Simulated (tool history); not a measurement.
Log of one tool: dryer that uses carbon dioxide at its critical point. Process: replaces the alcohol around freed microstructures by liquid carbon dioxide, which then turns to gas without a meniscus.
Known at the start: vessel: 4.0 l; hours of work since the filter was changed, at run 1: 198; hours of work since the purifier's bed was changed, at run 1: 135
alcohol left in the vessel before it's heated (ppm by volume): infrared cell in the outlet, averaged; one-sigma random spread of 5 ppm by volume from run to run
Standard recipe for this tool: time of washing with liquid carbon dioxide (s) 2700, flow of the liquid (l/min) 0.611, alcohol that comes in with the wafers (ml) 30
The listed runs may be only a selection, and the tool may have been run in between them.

run     day  time of washing with liquid carbon dioxide (s)  flow of the liquid (l/min)  alcohol that comes in with the wafers (ml)  hours of work since the filter was changed  hours of work since the purifier's bed was changed  alcohol left in the vessel before it's heated (ppm by volume)
  1   0.000                                            2700                       0.611                                          30                                         198                                                 135                                                             85
  2   1.092                                            2700                       0.481                                          30                                         209                                                 146                                                            189
  3   2.433                                            2700                       0.481                                          30                                         221                                                 158                                                            203
  4   4.108                                            1980                       0.611                                          30                                         237                                                 174                                                            228
  5   4.917                                            4020                       0.611                                          30                                         244                                                 181                                                             76
  6   6.492                                            2700                       0.611                                          30                                         259                                                 196                                                            125
  7   7.229                                            2700                       0.611                                          30                                         266                                                 203                                                            125
  8   8.908                                            2700                       0.611                                          30                                         281                                                 218                                                            136
  9   9.721                                            2700                       0.611                                          31                                         289                                                 226                                                            147
 10  10.917                                            2700                       0.611                                          31                                         300                                                 237                                                            133
     11.892  -- inlet filter changed
 11  12.438                                            2700                       0.611                                          31                                           5                                                 251                                                            130
 12  13.633                                            3660                       0.611                                          30                                          16                                                 262                                                            108
 13  15.029                                            3660                       0.611                                          30                                          29                                                 275                                                            103
 14  16.671                                            3660                       0.611                                          30                                          44                                                 290                                                            113
 15  17.958                                            3660                       0.611                                          30                                          56                                                 302                                                            125
 16  19.321                                            3660                       0.611                                          30                                          69                                                 315                                                            126
 17  20.800                                            1800                       0.838                                          60                                          83                                                 328                                                            214
 18  22.075                                            2700                       0.408                                          84                                          95                                                 340                                                            768
 19  23.008                                            2040                       0.910                                          55                                         103                                                 349                                                            164
 20  23.921                                            4080                       0.910                                          66                                         112                                                 358                                                            141
 21  25.383                                            3960                       0.708                                          41                                         126                                                 371                                                            151
 22  26.996                                            3960                       0.708                                          41                                         141                                                 386                                                            146
 23  27.967                                            3960                       0.708                                          21                                         150                                                 395                                                            146
 24  29.008                                            2700                       0.909                                          30                                         159                                                 405                                                            154
 25  30.233                                            2220                       0.909                                          30                                         171                                                 416                                                            161

Run 26 has not been measured yet. What should we expect?
 26  31.608                                            2640                       0.909                                          97                                         183                                                 429                                                              ?

alcohol left in the vessel before it's heated (ppm by volume): 179
With no hidden state in the tool, this same run would have given alcohol left in the vessel before it's heated (ppm by volume) 14.

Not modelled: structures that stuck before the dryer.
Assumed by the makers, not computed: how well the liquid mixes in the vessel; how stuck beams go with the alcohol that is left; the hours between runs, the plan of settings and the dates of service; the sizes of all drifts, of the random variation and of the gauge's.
